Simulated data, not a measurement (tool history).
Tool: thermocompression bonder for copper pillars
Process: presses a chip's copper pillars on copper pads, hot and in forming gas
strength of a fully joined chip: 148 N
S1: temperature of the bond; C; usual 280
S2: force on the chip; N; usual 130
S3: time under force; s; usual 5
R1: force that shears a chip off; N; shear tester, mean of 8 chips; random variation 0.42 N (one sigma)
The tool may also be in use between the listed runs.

run	hour	S1	S2	S3	R1
1	0	280	130	5	79.6
# hour 41: forming gas filter changed
2	80.3	280	130	5	82.9
3	133.5	280	130	5	81.2
# hour 201.4: forming gas filter changed
4	211.3	280	130	5	83.6
5	255.3	280	130	6	87.8
6	307.4	280	130	6	86.3
# hour 361.1: forming gas filter changed
7	385.7	263	130	6	75.7
8	455.5	263	130	6	73.9
# hour 521.1: forming gas filter changed
9	527.2	280	130	6	90.1
10	601.2	301	130	5	99.6
# hour 679: forming gas filter changed
11	686.1	280	115	5	80.7
12	754.2	280	130	5	84
13	821.2	280	130	5	82.8
# hour 841.6: forming gas filter changed
14	874.1	280	130	5	85.3
15	917.5	280	130	5	84.8
16	955.9	280	130	5	83.8
# hour 1004.6: forming gas filter changed
17	1037.3	280	130	5	86.6
18	1110.5	280	130	5	84.9
19	1159.1	280	130	5	83.6
# hour 1165.8: forming gas filter changed
20	1215.3	303	121	5	100.4
21	1259.6	275	85	5	63.2
# hour 1324.2: forming gas filter changed
22	1343.5	275	151	5	92.2
23	1406.9	285	151	4	91.8
# hour 1483.2: forming gas filter changed
24	1492.9	278	178	3	89.5
25	1546	277	178	5	100.4
26	1597.2	277	178	5	98.8
# hour 1641.3: forming gas filter changed
27	1658.4	279	178	5	104.8
28	1709.4	304	81	5	82.5
29	1765.2	257	81	3	40.2
# hour 1802.4: forming gas filter changed
30	1845.8	280	130	13	114
31	1927.4	280	155	13	117.9
# hour 1960.5: forming gas filter changed
# hour 1968: heater calibrated with a thermocouple chip
32	1977.7	270	84	12	73.3
33	2052.6	271	173	12	106.9
# hour 2121.9: forming gas filter changed
34	2138.4	271	173	12	109.1
# hour 2157: force cell calibrated
35	2207	273	86	14	83.4
36	2241.6	280	106	9	86.9
# hour 2282.7: forming gas filter changed
37	2312.4	267	130	11	94.5

The same runs without the tool's hidden state, with the same run-to-run variation:
The hidden state here: true temperature of the bond over the reading, C; force that reaches the chip, % of what is set; oxide that the forming gas leaves, % of the face; drift of the gauge itself on shear_n, %.
run	R1
1	83.8
2	84.3
3	84.1
4	83.7
5	89
6	88.9
7	75.2
8	75.1
9	88.6
10	101
11	78.7
12	83.7
13	84.5
14	83.3
15	84
16	84
17	84
18	84.4
19	84.4
20	98.2
21	61.1
22	87.7
23	89.5
24	84.2
25	97
26	97.1
27	99.3
28	79
29	37.4
30	109.6
31	117.7
32	78.1
33	114.4
34	113.3
35	85.5
36	90.1
37	94.7

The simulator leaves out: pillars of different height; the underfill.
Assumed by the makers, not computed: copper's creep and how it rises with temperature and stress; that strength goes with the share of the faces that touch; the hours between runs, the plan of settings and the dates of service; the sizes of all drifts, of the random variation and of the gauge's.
